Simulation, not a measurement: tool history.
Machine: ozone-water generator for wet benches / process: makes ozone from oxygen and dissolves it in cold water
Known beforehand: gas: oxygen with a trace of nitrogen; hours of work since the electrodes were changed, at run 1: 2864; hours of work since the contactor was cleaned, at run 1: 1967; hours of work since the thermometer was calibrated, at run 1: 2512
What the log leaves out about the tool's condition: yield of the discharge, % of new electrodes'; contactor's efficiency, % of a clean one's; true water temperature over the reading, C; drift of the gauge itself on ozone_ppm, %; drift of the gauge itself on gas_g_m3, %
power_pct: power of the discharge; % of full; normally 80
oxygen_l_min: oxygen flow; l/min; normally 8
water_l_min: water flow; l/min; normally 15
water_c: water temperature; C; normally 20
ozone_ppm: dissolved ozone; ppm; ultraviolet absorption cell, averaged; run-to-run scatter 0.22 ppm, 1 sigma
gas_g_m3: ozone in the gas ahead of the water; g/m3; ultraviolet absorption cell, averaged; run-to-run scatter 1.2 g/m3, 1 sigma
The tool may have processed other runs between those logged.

run	hour	power_pct	oxygen_l_min	water_l_min	water_c	hours of work since the electrodes were changed	hours of work since the contactor was cleaned	hours of work since the thermometer was calibrated	ozone_ppm	gas_g_m3
1	0	80	8	15	20	2864	1967	2512	27.3	199.1
2	118.6	80	10.1	15	20	2979	2081	2626	28	185.5
3	252.9	80	10.1	15	20	3108	2211	2756	27.2	182
4	349.3	80	10.1	15	20	3201	2304	2849	26.9	181.2
# hour 465.8: water thermometer calibrated
5	465.8	80	8	15	20	3313	2416	0	26.6	194.3
6	555.7	80	8	15	21	3400	2502	87	26.1	194.1
7	622.9	80	8	15	21	3465	2567	152	26.2	193.8
8	727	71	8	15	20	3565	2667	252	24.7	182.8
9	785.5	71	8	15	20	3621	2724	308	25	183.7
# hour 893.4: water thermometer calibrated, once more
10	905.8	80	8	15	20	3737	2839	12	26.3	190.7
11	1014.4	68	8	15	20	3842	2944	117	24.6	178.2
12	1095.6	68	8	15	20	3920	3023	195	24.2	177.3
13	1202.1	68	8	15	20	4023	3125	298	24.1	176.5
14	1268	80	8	15	20	4086	3189	361	25.8	188.2
15	1381.3	80	8	15	20	4196	3298	471	25.8	187.8
16	1495.6	80	6.16	15	20	4306	3408	581	24.9	204
17	1607.7	80	6.16	15	20	4414	3517	689	25.1	202.4
18	1702.2	41	5.6	15	20	4505	3608	780	18.2	156.2
19	1834.8	80	8	15	20	4633	3736	908	24.9	182.8
20	1970.2	66	8	15	27	4764	3866	1039	19.6	171.1
21	2078.6	80	9.4	23	22	4868	3971	1143	18.5	172.1
22	2148.3	80	9.4	9	22	4936	4038	1211	29.8	173.4
23	2284	58	4.53	21	20	5067	4169	1341	15.5	188.6
24	2376.8	61	5.81	21	20	5156	4258	1431	16.8	178.4
25	2433.5	61	5.81	21	20	5211	4313	1486	16.7	178.5
26	2547.2	63	4.27	9	20	5320	4423	1595	28.4	198.8
27	2619.2	90	8.67	11	20	5390	4492	1665	29.7	180.6
28	2708.2	59	6.1	23	14	5476	4578	1751	16.8	170.8
29	2831	58	6.1	23	14	5594	4697	1869	16.4	169.6
# hour 2851.9: contactor cleaned
30	2923.7	58	6.1	23	14	5680	69	1955	17.4	170.7
31	3009.6	58	6.1	23	14	5763	152	2038	17.1	168
32	3113.7	64	8	15	20	5863	253	2138	22.4	158.2
33	3245.2	67	8.94	10	17	5990	379	2265	29.8	156

Predict each of these 4 candidate next runs independently; none follows another, all start after run 33:
A	3317.4	80	8	20	15	6060	449	2334	?	?
B	3317.4	67	13.48	12	21	6060	449	2334	?	?
C	3317.4	67	6.98	9	17	6060	449	2334	?	?
D	3317.4	80	11.69	9	20	6060	449	2334	?	?

run	ozone_ppm	gas_g_m3
A	22.6	169.9
B	24.3	135.6
C	31.2	169.2
D	30	153
Stripped of hidden state, with their random variation kept, the same runs would have yielded:
run	ozone_ppm	gas_g_m3
A	29.4	219.2
B	31.1	171.6
C	40	213.8
D	39.1	196.9
